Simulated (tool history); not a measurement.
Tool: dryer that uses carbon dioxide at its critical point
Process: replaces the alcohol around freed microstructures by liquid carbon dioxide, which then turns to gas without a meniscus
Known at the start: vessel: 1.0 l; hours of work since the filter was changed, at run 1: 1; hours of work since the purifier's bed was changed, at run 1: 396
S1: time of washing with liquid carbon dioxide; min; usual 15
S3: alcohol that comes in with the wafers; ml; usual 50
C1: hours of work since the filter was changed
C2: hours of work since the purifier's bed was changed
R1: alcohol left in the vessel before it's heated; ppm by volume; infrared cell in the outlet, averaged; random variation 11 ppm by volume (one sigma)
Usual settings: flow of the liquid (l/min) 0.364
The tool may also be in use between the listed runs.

Run 1, hour 0.0: usual settings; C1 1; C2 396. Result: R1 839 ppm by volume.
Run 2, hour 13.3: usual settings; C1 7; C2 402. Result: R1 846 ppm by volume.
Run 3, hour 35.2: usual settings; C1 17; C2 412. Result: R1 849 ppm by volume.
Run 4, hour 53.0: usual settings; C1 25; C2 420. Result: R1 881 ppm by volume.
Run 5, hour 67.5: usual settings; C1 32; C2 427. Result: R1 854 ppm by volume.
Run 6, hour 85.5: usual settings but flow of the liquid (l/min) 0.266; C1 40; C2 435. Result: R1 2640 ppm by volume.
Run 7, hour 103.1: usual settings; C1 48; C2 443. Result: R1 877 ppm by volume.
Run 8, hour 121.4: usual settings; C1 56; C2 451. Result: R1 898 ppm by volume.
Run 9, hour 144.0: usual settings; C1 67; C2 462. Result: R1 914 ppm by volume.
Run 10, hour 154.1: usual settings; C1 71; C2 466. Result: R1 890 ppm by volume.
Run 11, hour 167.4: usual settings; C1 77; C2 472. Result: R1 900 ppm by volume.
Run 12, hour 178.7: usual settings but S1 12 min, flow of the liquid (l/min) 0.291; C1 82; C2 477. Result: R1 3722 ppm by volume.
Run 13, hour 200.2: usual settings but S3 68 ml; C1 92; C2 487. Result: R1 1211 ppm by volume.
Run 14, hour 212.9: usual settings but flow of the liquid (l/min) 0.278, S3 20 ml; C1 98; C2 493. Result: R1 1063 ppm by volume.
Run 15, hour 231.4: usual settings but flow of the liquid (l/min) 0.278, S3 20 ml; C1 106; C2 501. Result: R1 1056 ppm by volume.
Run 16, hour 248.9: usual settings but flow of the liquid (l/min) 0.278, S3 20 ml; C1 114; C2 509. Result: R1 1051 ppm by volume.
Run 17, hour 267.2: usual settings but S1 14 min, flow of the liquid (l/min) 0.278, S3 59 ml; C1 123; C2 518. Result: R1 3426 ppm by volume.
Run 18, hour 282.3: usual settings but S1 14 min, flow of the liquid (l/min) 0.278, S3 59 ml; C1 130; C2 525. Result: R1 3406 ppm by volume.
At hour 294.4: purifier's bed changed.
Run 19, hour 300.3: usual settings but S1 10 min, flow of the liquid (l/min) 0.278, S3 59 ml; C1 136; C2 3. Result: R1 7424 ppm by volume.
Run 20, hour 318.3: usual settings but S1 23 min, flow of the liquid (l/min) 0.559; C1 145; C2 11. Result: R1 3 ppm by volume.
Run 21, hour 331.9: usual settings but S1 23 min, flow of the liquid (l/min) 0.559; C1 151; C2 17. Result: R1 21 ppm by volume.
Run 22, hour 341.6: usual settings but S1 23 min, flow of the liquid (l/min) 0.559; C1 155; C2 21. Result: R1 6 ppm by volume.

Some steps in R1 between neighbouring runs. How much of each would the tool show without its hidden state too (settings, what came in, random variation), and how much is left for the hidden state, with any gauge scatter that isn't in both results?
The hidden state here: flow that reaches the vessel past the clogged filter, %; alcohol in the recycled carbon dioxide, ppm; drift of the gauge itself on alcohol_ppm, %.
Run 16 -> 17: S1 15 -> 14, S3 20 -> 59. R1 +2375 ppm by volume: hidden state +200, all else +2175.
Run 18 -> 19: S1 14 -> 10, purifier's bed changed. R1 +4018 ppm by volume: hidden state +20, all else +3998.
Run 19 -> 20: S1 10 -> 23, flow of the liquid (l/min) 0.278 -> 0.559, S3 59 -> 50. R1 -7421 ppm by volume: hidden state -482, all else -6939.
